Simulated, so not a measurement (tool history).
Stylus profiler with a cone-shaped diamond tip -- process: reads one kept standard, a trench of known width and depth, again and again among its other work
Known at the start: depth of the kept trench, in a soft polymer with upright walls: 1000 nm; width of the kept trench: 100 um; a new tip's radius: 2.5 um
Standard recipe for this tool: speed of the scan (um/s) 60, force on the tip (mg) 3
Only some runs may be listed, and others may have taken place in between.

| run | hour | speed of the scan (um/s) | force on the tip (mg) | depth of the trench (Å) | width of the trench's floor (um) |
|---|---|---|---|---|---|
| 1 | 0 | 60 | 3 | 10116.1 | 95.42 |
| 2 | 73.4 | 60 | 3 | 10119.6 | 95.38 |
| 3 | 128.7 | 60 | 3 | 10116.7 | 95.32 |
| 4 | 174.3 | 60 | 3 | 10119.3 | 95.29 |
| 5 | 218.7 | 60 | 3 | 10123.8 | 95.29 |
|  | 225.3 | height scale calibrated on a step standard |
| 6 | 281.8 | 60 | 3 | 10139.5 | 95.19 |
| 7 | 323.7 | 60 | 2.26 | 10125.2 | 95.14 |
| 8 | 378.3 | 60 | 2.26 | 10124.6 | 95.14 |
| 9 | 435.1 | 60 | 2.26 | 10127.4 | 95.07 |
|  | 452.1 | height scale calibrated on a step standard, once more |
| 10 | 479.3 | 60 | 2.26 | 10079.6 | 95.1 |
| 11 | 550.2 | 35 | 3.81 | 10118 | 95.19 |
| 12 | 589.1 | 118 | 1.13 | 10057.5 | 94.41 |
| 13 | 662.5 | 118 | 1.13 | 10059.9 | 94.37 |

Each row is a separate what-if for the run after 13, all from the same tool condition, not one after another. Results?
| A | 713.1 | 55 | 3.64 | ? | ? |
| B | 713.1 | 118 | 6.73 | ? | ? |
| C | 713.1 | 115 | 4.09 | ? | ? |
| D | 713.1 | 34 | 2.18 | ? | ? |

| run | depth of the trench (Å) | width of the trench's floor (um) |
|---|---|---|
| A | 10119.3 | 94.96 |
| B | 10174.6 | 94.89 |
| C | 10129.9 | 94.77 |
| D | 10087.8 | 95.06 |
Stripped of hidden state, with their random variation kept, the same runs would have yielded:
| run | depth of the trench (Å) | width of the trench's floor (um) |
|---|---|---|
| A | 10112.2 | 95.72 |
| B | 10167.4 | 95.66 |
| C | 10122.9 | 95.53 |
| D | 10080.8 | 95.82 |
